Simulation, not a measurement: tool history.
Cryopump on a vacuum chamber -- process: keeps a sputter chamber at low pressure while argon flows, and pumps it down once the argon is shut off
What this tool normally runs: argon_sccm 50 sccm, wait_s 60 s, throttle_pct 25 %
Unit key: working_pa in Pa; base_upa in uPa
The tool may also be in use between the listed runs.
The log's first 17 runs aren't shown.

{"hour": 1167.9, "done": "pump warmed up, emptied and cooled again"}
{"run": 18, "hour": 1167.9, "argon_sccm": 48, "wait_s": 60, "throttle_pct": 25, "working_pa": 0.1943, "base_upa": 1.86}
{"run": 19, "hour": 1214.6, "argon_sccm": 29, "wait_s": 60, "throttle_pct": 16, "working_pa": 0.1836, "base_upa": 1.83}
{"run": 20, "hour": 1305.0, "argon_sccm": 30, "wait_s": 123, "throttle_pct": 16, "working_pa": 0.1908, "base_upa": 1.44}
{"run": 21, "hour": 1395.4, "argon_sccm": 50, "wait_s": 26, "throttle_pct": 34, "working_pa": 0.1512, "base_upa": 3.05}
{"run": 22, "hour": 1475.2, "argon_sccm": 72, "wait_s": 78, "throttle_pct": 34, "working_pa": 0.2184, "base_upa": 1.77}
{"run": 23, "hour": 1561.6, "argon_sccm": 23, "wait_s": 51, "throttle_pct": 24, "working_pa": 0.0972, "base_upa": 2.15}
{"run": 24, "hour": 1642.0, "argon_sccm": 95, "wait_s": 211, "throttle_pct": 25, "working_pa": 0.3927, "base_upa": 1.39}
{"run": 25, "hour": 1685.3, "argon_sccm": 95, "wait_s": 211, "throttle_pct": 28, "working_pa": 0.3519, "base_upa": 1.39}
{"run": 26, "hour": 1729.6, "argon_sccm": 95, "wait_s": 211, "throttle_pct": 28, "working_pa": 0.3517, "base_upa": 1.39}
{"run": 27, "hour": 1791.4, "argon_sccm": 24, "wait_s": 132, "throttle_pct": 43, "working_pa": 0.0589, "base_upa": 1.57}
{"run": 28, "hour": 1881.6, "argon_sccm": 24, "wait_s": 132, "throttle_pct": 43, "working_pa": 0.0588, "base_upa": 1.67}
{"run": 29, "hour": 1923.5, "argon_sccm": 24, "wait_s": 132, "throttle_pct": 43, "working_pa": 0.0591, "base_upa": 1.65}
{"run": 30, "hour": 1996.2, "argon_sccm": 66, "wait_s": 130, "throttle_pct": 25, "working_pa": 0.2766, "base_upa": 1.67}
{"run": 31, "hour": 2090.1, "argon_sccm": 54, "wait_s": 265, "throttle_pct": 25, "working_pa": 0.2268, "base_upa": 1.47}
{"run": 32, "hour": 2139.9, "argon_sccm": 54, "wait_s": 265, "throttle_pct": 25, "working_pa": 0.2268, "base_upa": 1.53}
{"run": 33, "hour": 2204.3, "argon_sccm": 72, "wait_s": 37, "throttle_pct": 27, "working_pa": 0.2791, "base_upa": 2.82}

Each row is a separate what-if for the run after 33, all from the same tool condition, not one after another. Results?
{"run": "A", "hour": 2248.2, "argon_sccm": 50, "wait_s": 60, "throttle_pct": 52, "working_pa": "?", "base_upa": "?"}
{"run": "B", "hour": 2248.2, "argon_sccm": 64, "wait_s": 37, "throttle_pct": 35, "working_pa": "?", "base_upa": "?"}
{"run": "C", "hour": 2248.2, "argon_sccm": 20, "wait_s": 37, "throttle_pct": 32, "working_pa": "?", "base_upa": "?"}
{"run": "D", "hour": 2248.2, "argon_sccm": 23, "wait_s": 42, "throttle_pct": 27, "working_pa": "?", "base_upa": "?"}

run=A working_pa=0.1054 base_upa=2.27
run=B working_pa=0.1941 base_upa=2.88
run=C working_pa=0.0674 base_upa=2.82
run=D working_pa=0.0892 base_upa=2.60
With no hidden state in the tool, these same runs would have given:
run=A working_pa=0.0974 base_upa=1.09
run=B working_pa=0.1839 base_upa=1.67
run=C working_pa=0.0641 base_upa=1.64
run=D working_pa=0.0855 base_upa=1.43
